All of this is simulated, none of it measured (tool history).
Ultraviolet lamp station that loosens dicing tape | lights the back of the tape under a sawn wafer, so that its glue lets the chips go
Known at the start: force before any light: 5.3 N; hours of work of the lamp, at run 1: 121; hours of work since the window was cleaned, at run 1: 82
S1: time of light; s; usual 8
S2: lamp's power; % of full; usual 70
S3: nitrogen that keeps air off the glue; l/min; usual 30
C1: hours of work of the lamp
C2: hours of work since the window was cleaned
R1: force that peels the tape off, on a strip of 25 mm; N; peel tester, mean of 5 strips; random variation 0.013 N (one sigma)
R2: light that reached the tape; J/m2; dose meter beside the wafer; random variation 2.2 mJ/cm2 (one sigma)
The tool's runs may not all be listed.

run 1 day=0 | S1=8 S2=70 S3=30 | C1=121 C2=82 | R1=0.704 R2=1730
run 2 day=0.388 | S1=8 S2=70 S3=30 | C1=127 C2=88 | R1=0.68 R2=1800
run 3 day=0.633 | S1=8 S2=67 S3=30 | C1=131 C2=92 | R1=0.738 R2=1670
run 4 day=0.988 | S1=8 S2=70 S3=30 | C1=137 C2=97 | R1=0.696 R2=1720
run 5 day=1.296 | S1=8 S2=70 S3=30 | C1=142 C2=102 | R1=0.701 R2=1760
run 6 day=1.567 | S1=8 S2=70 S3=30 | C1=146 C2=107 | R1=0.695 R2=1770
run 7 day=1.95 | S1=8 S2=76 S3=30 | C1=152 C2=113 | R1=0.607 R2=1890
run 8 day=2.4 | S1=13 S2=94 S3=32 | C1=160 C2=120 | R1=0.18 R2=3820
run 9 day=2.683 | S1=13 S2=94 S3=32 | C1=164 C2=124 | R1=0.172 R2=3730
-- day=2.746 window cleaned of glue's vapour
run 10 day=3.15 | S1=13 S2=94 S3=32 | C1=171 C2=6 | R1=0.179 R2=3740
run 11 day=3.654 | S1=8 S2=70 S3=11 | C1=179 C2=14 | R1=1.197 R2=1670
run 12 day=3.862 | S1=8 S2=70 S3=11 | C1=183 C2=18 | R1=1.172 R2=1710
run 13 day=4.092 | S1=14 S2=66 S3=11 | C1=186 C2=21 | R1=0.513 R2=2840
run 14 day=4.429 | S1=10 S2=68 S3=11 | C1=192 C2=27 | R1=0.91 R2=2020

Hidden state or all else? Some run-to-run changes of R1, split into what the settings, what came in and random variation would give without the hidden state, and what is left for the hidden state (with any gauge scatter that isn't in both results):
The hidden state here: lamp's light, % of a new lamp's; light that the window lets through, % of a clean one's; drift of the gauge itself on peel_n, %; drift of the gauge itself on dose_mj_cm2, %.
Run 10 -> 11: S1 13 -> 8, S2 94 -> 70, S3 32 -> 11. R1 +1.018 N: hidden state +0.174, all else +0.844.

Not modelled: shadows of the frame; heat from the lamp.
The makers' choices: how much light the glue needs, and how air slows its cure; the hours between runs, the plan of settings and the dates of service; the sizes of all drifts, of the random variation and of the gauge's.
